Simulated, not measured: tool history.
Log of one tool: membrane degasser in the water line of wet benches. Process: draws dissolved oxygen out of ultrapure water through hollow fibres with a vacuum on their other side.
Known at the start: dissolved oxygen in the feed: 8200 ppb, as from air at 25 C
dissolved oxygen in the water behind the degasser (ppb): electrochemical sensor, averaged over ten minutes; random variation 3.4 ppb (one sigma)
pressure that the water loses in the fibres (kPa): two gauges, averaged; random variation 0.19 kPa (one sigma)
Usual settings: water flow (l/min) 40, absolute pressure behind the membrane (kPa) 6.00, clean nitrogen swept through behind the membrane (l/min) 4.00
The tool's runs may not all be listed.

run	day	water flow (l/min)	absolute pressure behind the membrane (kPa)	clean nitrogen swept through behind the membrane (l/min)	dissolved oxygen in the water behind the degasser (ppb)	pressure that the water loses in the fibres (kPa)
1	0.000	40	6.00	4.00	340.1	40.81
2	6.062	40	6.00	4.00	337.5	40.65
3	13.183	40	6.00	4.00	336.2	40.59
4	18.404	40	6.00	4.00	335.4	40.73
5	25.204	40	6.00	4.00	339.3	40.71
6	29.217	40	6.00	4.00	341.7	40.60
7	37.967	40	5.51	4.00	330.3	41.27
8	45.962	40	5.51	4.00	332.9	40.62
9	53.379	40	5.51	4.00	331.8	40.67
10	62.258	40	5.51	4.00	327.0	40.57
11	67.092	40	5.51	9.83	297.6	40.92
12	73.458	40	5.51	9.83	294.0	40.89
13	79.483	40	5.51	9.83	301.4	40.78
14	88.379	40	10.02	4.00	428.6	40.50
15	92.600	40	10.02	4.00	428.3	40.75
16	99.462	40	10.02	4.00	426.2	40.93
17	106.025	31	5.44	8.94	154.1	31.70
18	114.658	40	3.81	4.73	290.4	40.80
19	123.333	40	13.02	6.47	409.1	40.70
20	129.996	31	13.02	4.34	295.7	32.02
21	136.762	31	13.02	4.34	290.7	31.50
22	141.004	40	8.14	10.30	325.0	40.61
23	150.092	30	8.80	6.18	183.7	30.68
24	155.883	40	5.19	2.98	341.0	40.75
25	163.438	49	8.70	2.42	659.6	49.93
26	172.571	49	8.70	2.42	669.5	50.18
27	181.104	40	9.16	5.00	379.7	40.82
# day 184.700: vacuum gauge calibrated
28	186.617	40	7.63	1.61	493.2	40.47
29	195.279	50	11.65	6.76	605.7	51.05
30	203.575	50	11.65	6.76	598.1	50.77
# day 212.079: seals of the vacuum lines changed
31	212.854	30	11.65	1.77	422.0	30.49
32	220.738	55	12.69	4.00	833.5	55.88

Forecast each of these 3 alternatives for the next run:
A	226.325	40	10.36	4.00	?	?
B	226.325	39	12.69	4.00	?	?
C	226.325	54	7.09	2.24	?	?

run	dissolved oxygen in the water behind the degasser (ppb)	pressure that the water loses in the fibres (kPa)
A	441.1	40.58
B	458.8	39.46
C	718.5	55.09
Without the tool's hidden state the same runs would have given:
run	dissolved oxygen in the water behind the degasser (ppb)	pressure that the water loses in the fibres (kPa)
A	440.5	40.55
B	458.3	39.43
C	717.6	55.06
